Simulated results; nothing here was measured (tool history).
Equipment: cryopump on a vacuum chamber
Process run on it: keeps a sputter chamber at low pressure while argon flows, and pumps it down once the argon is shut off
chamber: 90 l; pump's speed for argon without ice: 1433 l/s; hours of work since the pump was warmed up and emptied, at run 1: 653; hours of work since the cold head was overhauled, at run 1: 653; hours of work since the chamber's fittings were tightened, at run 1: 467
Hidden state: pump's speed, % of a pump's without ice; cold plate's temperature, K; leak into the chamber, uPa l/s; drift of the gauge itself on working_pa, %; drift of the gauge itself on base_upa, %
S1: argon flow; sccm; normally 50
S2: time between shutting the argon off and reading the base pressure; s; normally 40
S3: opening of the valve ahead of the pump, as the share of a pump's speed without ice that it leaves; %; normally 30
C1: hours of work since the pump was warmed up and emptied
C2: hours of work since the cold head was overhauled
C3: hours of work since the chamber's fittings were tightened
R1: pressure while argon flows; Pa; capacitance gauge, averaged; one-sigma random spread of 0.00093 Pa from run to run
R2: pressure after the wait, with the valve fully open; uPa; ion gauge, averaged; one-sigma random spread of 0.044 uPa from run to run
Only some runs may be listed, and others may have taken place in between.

run,hour,S1,S2,S3,C1,C2,C3,R1,R2
1,0.0,50,40,30,653,653,467,0.2046,3.40
2,19.6,50,40,30,667,667,481,0.2047,3.58
3,35.1,50,40,30,679,679,492,0.2050,3.46
4,65.0,39,40,30,700,700,513,0.1604,3.51
5,97.3,39,40,30,723,723,536,0.1607,3.48
6,123.2,50,40,30,742,742,555,0.2070,3.63
7,138.9,50,40,30,753,753,566,0.2085,3.66
8,153.2,50,40,30,763,763,576,0.2068,3.62
9,182.8,50,23,30,784,784,597,0.2075,5.47
10,207.3,50,23,30,802,802,615,0.2072,5.63
11,236.8,50,23,30,823,823,636,0.2084,5.65
12,263.9,31,131,30,842,842,655,0.1278,2.12
13,283.4,42,139,55,856,856,669,0.1004,2.12
14,316.0,42,139,55,879,879,693,0.1008,2.05
15,338.5,42,116,42,895,895,709,0.1274,2.32
16,356.0,42,30,42,908,908,721,0.1287,4.59
17,386.3,42,30,42,930,930,743,0.1291,4.72
18,405.8,42,33,25,944,944,757,0.2106,4.50
19,435.7,42,33,25,965,965,778,0.2107,4.57
20,470.0,82,40,21,990,990,803,0.4827,3.97
21,485.3,97,234,15,1000,1000,814,0.7900,2.13

Consider 4 possible next runs. They are alternatives, not a sequence: every one starts from the tool as it was left by run 21. What does each give?
A,501.1,50,122,23,1012,1012,825,?,?
B,501.1,90,40,30,1012,1012,825,?,?
C,501.1,94,234,18,1012,1012,825,?,?
D,501.1,61,30,15,1012,1012,825,?,?

run,R1,R2
A,0.2716,2.53
B,0.3800,4.11
C,0.6410,2.10
D,0.4974,4.88
What these runs would have given with no unlogged condition in the tool:
run,R1,R2
A,0.2569,1.03
B,0.3537,2.64
C,0.6136,0.61
D,0.4796,3.41
